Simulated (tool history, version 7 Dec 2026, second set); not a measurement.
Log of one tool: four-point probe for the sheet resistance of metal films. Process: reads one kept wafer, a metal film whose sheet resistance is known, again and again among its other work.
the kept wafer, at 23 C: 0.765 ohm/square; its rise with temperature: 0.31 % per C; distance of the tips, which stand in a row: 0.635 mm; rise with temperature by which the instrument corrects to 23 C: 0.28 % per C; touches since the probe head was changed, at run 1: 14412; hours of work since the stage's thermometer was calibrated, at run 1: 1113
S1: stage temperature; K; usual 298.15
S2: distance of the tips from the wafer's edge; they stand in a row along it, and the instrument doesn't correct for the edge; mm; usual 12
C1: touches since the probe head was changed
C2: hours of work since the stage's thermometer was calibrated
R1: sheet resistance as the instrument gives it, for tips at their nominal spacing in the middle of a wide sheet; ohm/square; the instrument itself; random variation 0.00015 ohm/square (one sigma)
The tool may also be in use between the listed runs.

run     day      S1  S2     C1    C2        R1
  1       0  298.15  12  14412  1113  0.766802
  2   0.658  300.15  12  14742  1120  0.766856
  3   1.662  298.15  10  15246  1131  0.766991
  4   2.162  298.15  10  15499  1136  0.766838
  5   2.629  298.15  10  15732  1141  0.767499
  6   3.671  298.15  10  16256  1153  0.767362
  7   4.617  298.15  10  16730  1163  0.767131
  8   5.429  298.15  10  17140  1172  0.767346
  9   6.121  298.15  10  17487  1179  0.767159
 10   6.721  306.15  12  17790  1186  0.768166
 11   7.379  306.15  12  18119  1193  0.768455
 12   7.812  306.15  12  18338  1198  0.768414
 13   8.425  306.15  12  18645  1204  0.768495
 14   9.312  306.15  12  19092  1214  0.768442
 15  10.329  306.15  12  19601  1225  0.768089
 16  11.025  306.15  12  19951  1232   0.76863
 17  11.792  306.15  12  20337  1241  0.768347
 18  12.425  306.15  12  20655  1247  0.768518
 19  13.183  306.15  12  21036  1256   0.76842
 20   14.15  294.15  12  21521  1266  0.765725
 21  14.608  298.15   3  21753  1271  0.783628
 22  15.562  298.15   3  22232  1281  0.783687
 23  16.429  293.15   6  22667  1291  0.769039

Run 24 comes next. What will it give?
 24  16.938  293.15   6  22922  1296   ?

{"run 24": {"R1": 0.76911}}
Without the tool's hidden state the same run would have given R1 0.769092 ohm/square.
